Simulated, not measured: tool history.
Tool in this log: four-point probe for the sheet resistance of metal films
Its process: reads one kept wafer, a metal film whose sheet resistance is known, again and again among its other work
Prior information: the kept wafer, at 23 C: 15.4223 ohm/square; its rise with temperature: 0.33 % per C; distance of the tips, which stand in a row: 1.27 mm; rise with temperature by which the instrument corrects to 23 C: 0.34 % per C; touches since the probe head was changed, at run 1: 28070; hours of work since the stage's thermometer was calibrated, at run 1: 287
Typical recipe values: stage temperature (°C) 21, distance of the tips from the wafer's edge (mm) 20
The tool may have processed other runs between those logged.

run     day  stage temperature (°C)  distance of the tips from the wafer's edge (mm)  touches since the probe head was changed  hours of work since the stage's thermometer was calibrated  sheet resistance as the instrument gives it (ohm/square)
  1   0.000                      21                                               20                                     28070                                                         287                                                 15.508791
  2   2.729                      21                                               20                                     29642                                                         322                                                 15.510906
  3   5.592                      21                                               20                                     31294                                                         359                                                 15.516305
  4   7.133                      21                                               20                                     32180                                                         379                                                 15.523408
  5   9.754                      21                                               20                                     33691                                                         413                                                 15.521939
  6  11.625                      21                                                7                                     34770                                                         438                                                 15.763211
  7  13.075                      21                                                7                                     35605                                                         456                                                 15.764330
  8  16.138                      21                                               20                                     37372                                                         496                                                 15.532490
  9  19.088                      21                                               20                                     39072                                                         534                                                 15.534488
 10  21.262                      21                                               20                                     40326                                                         563                                                 15.537033
 11  23.175                      21                                               20                                     41428                                                         587                                                 15.536578
 12  25.804                      30                                               20                                     42943                                                         622                                                 15.525701
 13  27.629                      21                                                8                                     43996                                                         645                                                 15.725302
 14  29.208                      28                                               23                                     44905                                                         666                                                 15.525260
 15  30.650                      28                                               23                                     45737                                                         685                                                 15.522992
 16  34.029                      22                                               39                                     47685                                                         728                                                 15.529040
 17  35.442                      22                                               39                                     48499                                                         747                                                 15.528530
 18  38.450                      22                                               39                                     50233                                                         786                                                 15.528302

Predict the results of run 19:
 19  41.688                      30                                                4                                     52099                                                         828                                                         ?

sheet resistance as the instrument gives it (ohm/square): 16.308714
On a tool with no hidden condition, and with the same random variation, this run would have come out at sheet resistance as the instrument gives it (ohm/square) 16.202033.
